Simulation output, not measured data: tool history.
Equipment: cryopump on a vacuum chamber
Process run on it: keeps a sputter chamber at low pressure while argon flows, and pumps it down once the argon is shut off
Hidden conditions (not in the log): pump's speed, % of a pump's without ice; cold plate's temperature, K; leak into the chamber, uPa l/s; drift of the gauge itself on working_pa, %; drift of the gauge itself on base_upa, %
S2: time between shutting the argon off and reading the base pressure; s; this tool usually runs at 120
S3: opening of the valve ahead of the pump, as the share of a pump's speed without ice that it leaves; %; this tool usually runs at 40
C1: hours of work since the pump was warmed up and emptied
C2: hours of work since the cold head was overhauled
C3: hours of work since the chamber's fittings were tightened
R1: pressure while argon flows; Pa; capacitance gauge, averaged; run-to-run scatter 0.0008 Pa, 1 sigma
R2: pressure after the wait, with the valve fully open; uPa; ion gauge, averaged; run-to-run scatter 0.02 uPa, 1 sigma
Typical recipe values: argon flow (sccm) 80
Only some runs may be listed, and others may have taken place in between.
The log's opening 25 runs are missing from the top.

run 26 day=48.008 | argon_flow_(sccm)=83 S2=120 S3=16 | C1=153 C2=1343 C3=843 | R1=0.4101 R2=0.63
run 27 day=50.800 | argon_flow_(sccm)=77 S2=52 S3=20 | C1=209 C2=1399 C3=899 | R1=0.3055 R2=0.85
run 28 day=52.542 | argon_flow_(sccm)=37 S2=23 S3=27 | C1=244 C2=1434 C3=933 | R1=0.1097 R2=1.27
run 29 day=54.004 | argon_flow_(sccm)=48 S2=56 S3=33 | C1=273 C2=1463 C3=963 | R1=0.1166 R2=0.86
run 30 day=56.575 | argon_flow_(sccm)=80 S2=42 S3=53 | C1=324 C2=1515 C3=1014 | R1=0.1243 R2=0.98
run 31 day=58.933 | argon_flow_(sccm)=80 S2=42 S3=53 | C1=372 C2=1562 C3=1061 | R1=0.1252 R2=1.02
run 32 day=61.446 | argon_flow_(sccm)=128 S2=33 S3=58 | C1=422 C2=1612 C3=1112 | R1=0.1866 R2=1.16
run 33 day=63.771 | argon_flow_(sccm)=128 S2=33 S3=58 | C1=469 C2=1659 C3=1158 | R1=0.1862 R2=1.20
-- day=64.258 leaking fittings of the chamber tightened, without venting
run 34 day=65.929 | argon_flow_(sccm)=128 S2=33 S3=58 | C1=510 C2=1701 C3=33 | R1=0.1873 R2=0.70

Below are 3 alternative next runs, each starting from the tool's condition after run 34. Predict each:
run A day=67.662 | argon_flow_(sccm)=128 S2=33 S3=22 | C1=545 C2=1735 C3=68 | R1=? R2=?
run B day=67.662 | argon_flow_(sccm)=35 S2=21 S3=40 | C1=545 C2=1735 C3=68 | R1=? R2=?
run C day=67.662 | argon_flow_(sccm)=80 S2=33 S3=16 | C1=545 C2=1735 C3=68 | R1=? R2=?

run=A R1=0.4717 R2=0.74
run=B R1=0.0728 R2=1.02
run=C R1=0.3983 R2=0.66
What these runs would have given with no unlogged condition in the tool:
run=A R1=0.4552 R2=0.68
run=B R1=0.0683 R2=0.96
run=C R1=0.3881 R2=0.60

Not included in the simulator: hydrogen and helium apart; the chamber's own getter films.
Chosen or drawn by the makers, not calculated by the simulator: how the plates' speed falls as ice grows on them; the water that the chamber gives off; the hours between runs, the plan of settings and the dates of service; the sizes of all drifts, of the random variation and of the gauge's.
